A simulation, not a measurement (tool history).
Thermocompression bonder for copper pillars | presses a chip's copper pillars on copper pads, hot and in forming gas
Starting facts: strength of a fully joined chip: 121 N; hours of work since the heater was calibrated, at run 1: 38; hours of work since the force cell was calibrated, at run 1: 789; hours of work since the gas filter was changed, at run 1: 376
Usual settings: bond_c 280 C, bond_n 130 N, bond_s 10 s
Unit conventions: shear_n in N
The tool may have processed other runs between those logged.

| run | hour | bond_c | bond_n | bond_s | hours of work since the heater was calibrated | hours of work since the force cell was calibrated | hours of work since the gas filter was changed | shear_n |
|---|---|---|---|---|---|---|---|---|
| 1 | 0.0 | 280 | 130 | 10 | 38 | 789 | 376 | 70.1 |
| 2 | 17.0 | 280 | 106 | 10 | 51 | 802 | 389 | 62.5 |
| 3 | 46.1 | 280 | 106 | 10 | 74 | 824 | 412 | 60.1 |
|  | 76.0 | forming gas filter changed |
| 4 | 76.0 | 280 | 106 | 10 | 97 | 847 | 0 | 64.2 |
| 5 | 104.5 | 280 | 106 | 10 | 119 | 870 | 22 | 66.1 |
| 6 | 128.7 | 280 | 130 | 10 | 138 | 888 | 41 | 73.6 |
| 7 | 148.2 | 280 | 130 | 10 | 153 | 904 | 56 | 73.3 |
| 8 | 172.3 | 280 | 130 | 10 | 172 | 922 | 75 | 73.4 |
|  | 183.0 | force cell calibrated |
| 9 | 204.9 | 295 | 130 | 10 | 196 | 17 | 99 | 84.5 |
| 10 | 236.3 | 280 | 130 | 10 | 220 | 41 | 124 | 69.8 |
| 11 | 258.0 | 280 | 130 | 23 | 237 | 58 | 140 | 87.7 |
| 12 | 274.6 | 280 | 130 | 23 | 250 | 71 | 153 | 88.5 |
| 13 | 293.7 | 280 | 130 | 14 | 265 | 86 | 168 | 76.9 |
| 14 | 322.9 | 280 | 144 | 10 | 288 | 109 | 191 | 74.6 |
| 15 | 353.9 | 280 | 130 | 10 | 312 | 133 | 215 | 69.7 |
|  | 367.8 | force cell calibrated, once more |
| 16 | 377.8 | 280 | 130 | 11 | 329 | 8 | 233 | 73.9 |
| 17 | 396.4 | 280 | 80 | 10 | 344 | 22 | 247 | 51.4 |
| 18 | 417.9 | 280 | 113 | 10 | 361 | 39 | 264 | 65.4 |
| 19 | 441.8 | 280 | 130 | 10 | 379 | 58 | 282 | 70.0 |
| 20 | 476.1 | 280 | 130 | 21 | 406 | 84 | 309 | 86.2 |
| 21 | 499.6 | 268 | 177 | 18 | 424 | 103 | 327 | 86.0 |
| 22 | 525.6 | 287 | 152 | 13 | 444 | 123 | 347 | 87.1 |
| 23 | 553.8 | 262 | 179 | 5 | 466 | 145 | 369 | 55.9 |
| 24 | 582.3 | 262 | 179 | 5 | 488 | 167 | 392 | 55.5 |
| 25 | 606.9 | 301 | 102 | 20 | 508 | 186 | 411 | 86.0 |
|  | 638.0 | forming gas filter changed |
| 26 | 638.8 | 301 | 102 | 20 | 532 | 210 | 1 | 94.8 |
| 27 | 660.7 | 293 | 130 | 20 | 549 | 227 | 18 | 99.5 |
| 28 | 691.7 | 293 | 130 | 20 | 573 | 252 | 42 | 97.0 |
| 29 | 721.6 | 298 | 126 | 6 | 597 | 275 | 65 | 73.5 |
| 30 | 753.6 | 261 | 167 | 5 | 621 | 300 | 90 | 54.0 |
| 31 | 783.5 | 261 | 167 | 5 | 645 | 323 | 113 | 53.9 |
| 32 | 802.7 | 309 | 194 | 10 | 660 | 338 | 128 | 105.4 |
| 33 | 823.3 | 309 | 194 | 10 | 676 | 354 | 144 | 105.3 |
| 34 | 847.9 | 287 | 151 | 15 | 695 | 373 | 163 | 90.1 |
| 35 | 865.1 | 287 | 151 | 15 | 708 | 386 | 177 | 90.7 |

Run 36, settings as shown, results not yet in. Your forecast:
| 36 | 880.9 | 300 | 85 | 8 | 720 | 399 | 189 | ? |

{"run 36": {"shear_n": 62.0}}
With the hidden condition absent and the run-to-run variation left alone, this run would have shown shear_n 68.8 N.
